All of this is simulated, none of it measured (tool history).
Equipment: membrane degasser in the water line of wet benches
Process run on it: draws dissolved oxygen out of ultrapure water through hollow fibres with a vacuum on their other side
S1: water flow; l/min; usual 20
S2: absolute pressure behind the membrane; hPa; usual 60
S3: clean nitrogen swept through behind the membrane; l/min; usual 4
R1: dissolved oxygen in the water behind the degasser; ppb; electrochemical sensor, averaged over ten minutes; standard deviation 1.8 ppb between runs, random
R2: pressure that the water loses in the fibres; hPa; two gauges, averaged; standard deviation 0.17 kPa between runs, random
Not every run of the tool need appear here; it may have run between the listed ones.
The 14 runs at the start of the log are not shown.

run 15 hour=857.2 | S1=20 S2=106.6 S3=4 | R1=232.2 R2=489.9
run 16 hour=931.2 | S1=20 S2=106.6 S3=4 | R1=231.8 R2=489.3
run 17 hour=1006.8 | S1=20 S2=63.1 S3=4 | R1=182.2 R2=491.5
run 18 hour=1087.2 | S1=20 S2=41.2 S3=2.14 | R1=165.6 R2=489.5
run 19 hour=1130.2 | S1=20 S2=41.2 S3=2.14 | R1=164 R2=491.5
run 20 hour=1190.5 | S1=20 S2=41.2 S3=2.14 | R1=166 R2=489.8
run 21 hour=1259.1 | S1=20 S2=41.2 S3=2.14 | R1=166.4 R2=491.1
run 22 hour=1321.3 | S1=19 S2=41.2 S3=4.39 | R1=139.6 R2=465.4
run 23 hour=1361.7 | S1=31 S2=124.7 S3=3.26 | R1=534.5 R2=755.4
run 24 hour=1398.3 | S1=25 S2=42.5 S3=1.68 | R1=265.1 R2=610.7
run 25 hour=1436.5 | S1=25 S2=42.5 S3=1.68 | R1=261.8 R2=610.7
run 26 hour=1515.2 | S1=25 S2=142.9 S3=8.92 | R1=308.1 R2=608.5
run 27 hour=1595.4 | S1=15 S2=105.7 S3=11.55 | R1=95.7 R2=364.4
run 28 hour=1672 | S1=12 S2=149.8 S3=4 | R1=124 R2=291.4
run 29 hour=1732.1 | S1=12 S2=149.8 S3=4 | R1=124.6 R2=293.5
run 30 hour=1801.2 | S1=32 S2=91 S3=2.13 | R1=545 R2=779.1
run 31 hour=1886.5 | S1=22 S2=55.4 S3=2.01 | R1=238.9 R2=534.8
run 32 hour=1967.4 | S1=22 S2=55.4 S3=2.01 | R1=237 R2=530.4

Each row is a separate what-if for the run after 32, all from the same tool condition, not one after another. Results?
-- hour=2028.1 gauge calibrated
run A hour=2048.8 | S1=22 S2=104.2 S3=3.15 | R1=? R2=?
-- hour=2028.1 gauge calibrated
run B hour=2048.8 | S1=22 S2=55.4 S3=6.23 | R1=? R2=?
-- hour=2028.1 gauge calibrated
run C hour=2048.8 | S1=18 S2=144.9 S3=8.06 | R1=? R2=?
-- hour=2028.1 gauge calibrated
run D hour=2048.8 | S1=14 S2=44.4 S3=10.49 | R1=? R2=?

run=A R1=288.4 R2=545.7
run=B R1=200.9 R2=543.3
run=C R1=177.5 R2=445.9
run=D R1=63.1 R2=346.9
Stripped of hidden state, with their random variation kept, the same runs would have yielded:
run=A R1=288.1 R2=545.5
run=B R1=200.5 R2=543.1
run=C R1=177.2 R2=445.8
run=D R1=62.9 R2=346.8
